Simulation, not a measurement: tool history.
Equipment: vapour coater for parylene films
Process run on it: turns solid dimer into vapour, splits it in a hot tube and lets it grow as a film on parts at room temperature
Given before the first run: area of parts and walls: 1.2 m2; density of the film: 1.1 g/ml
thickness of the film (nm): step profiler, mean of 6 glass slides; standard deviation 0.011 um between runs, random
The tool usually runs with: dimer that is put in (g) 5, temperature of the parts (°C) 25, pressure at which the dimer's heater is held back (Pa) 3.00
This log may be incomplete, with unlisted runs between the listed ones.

run,hour,dimer that is put in (g),temperature of the parts (°C),pressure at which the dimer's heater is held back (Pa),thickness of the film (nm)
1,0.0,5,25,3.00,2850
2,11.0,5,22,3.00,3040
3,22.0,5,22,3.00,3060
4,28.6,5,25,3.00,2830
5,42.0,5,18,3.00,3370
6,49.7,5,18,2.96,3370
7,63.1,5,25,3.00,2810
8,69.3,5,25,3.00,2820
9,75.9,5,25,3.00,2840
10,85.5,5,19,3.00,3270
11,96.4,5,25,3.00,2810
12,105.7,5,25,3.00,2830
13,115.1,5,22,3.00,3020
14,128.5,5,25,3.00,2820
15,138.5,5,26,3.00,2750
16,153.7,4,26,3.00,2170
17,164.4,2,18,9.34,1020
18,179.4,6,25,3.00,3350
# hour 195.7: trap's valve overhauled
19,198.8,6,23,2.34,4040
# hour 200.9: table's thermometer calibrated
20,208.8,5,18,5.89,3050
21,220.4,5,18,5.89,3060
22,233.6,2,25,9.27,910
23,248.1,5,20,3.06,3380
# hour 249.8: table's thermometer calibrated, once more
24,261.0,6,20,11.69,2950
25,274.0,4,23,11.57,1830
26,284.1,4,23,9.22,1950
27,290.7,5,25,5.61,2590
28,297.6,6,25,8.65,2790
29,306.8,6,25,8.65,2820
30,313.7,6,25,8.65,2800

Consider 3 possible next runs. They are alternatives, not a sequence: every one starts from the tool as it was left by run 30. What does each give?
A,321.9,6,20,8.65,?
B,321.9,5,17,5.05,?
C,321.9,4,30,2.34,?

run,thickness of the film (nm)
A,3160
B,3220
C,2240
What these runs would have given with no unlogged condition in the tool:
run,thickness of the film (nm)
A,3200
B,3260
C,2270

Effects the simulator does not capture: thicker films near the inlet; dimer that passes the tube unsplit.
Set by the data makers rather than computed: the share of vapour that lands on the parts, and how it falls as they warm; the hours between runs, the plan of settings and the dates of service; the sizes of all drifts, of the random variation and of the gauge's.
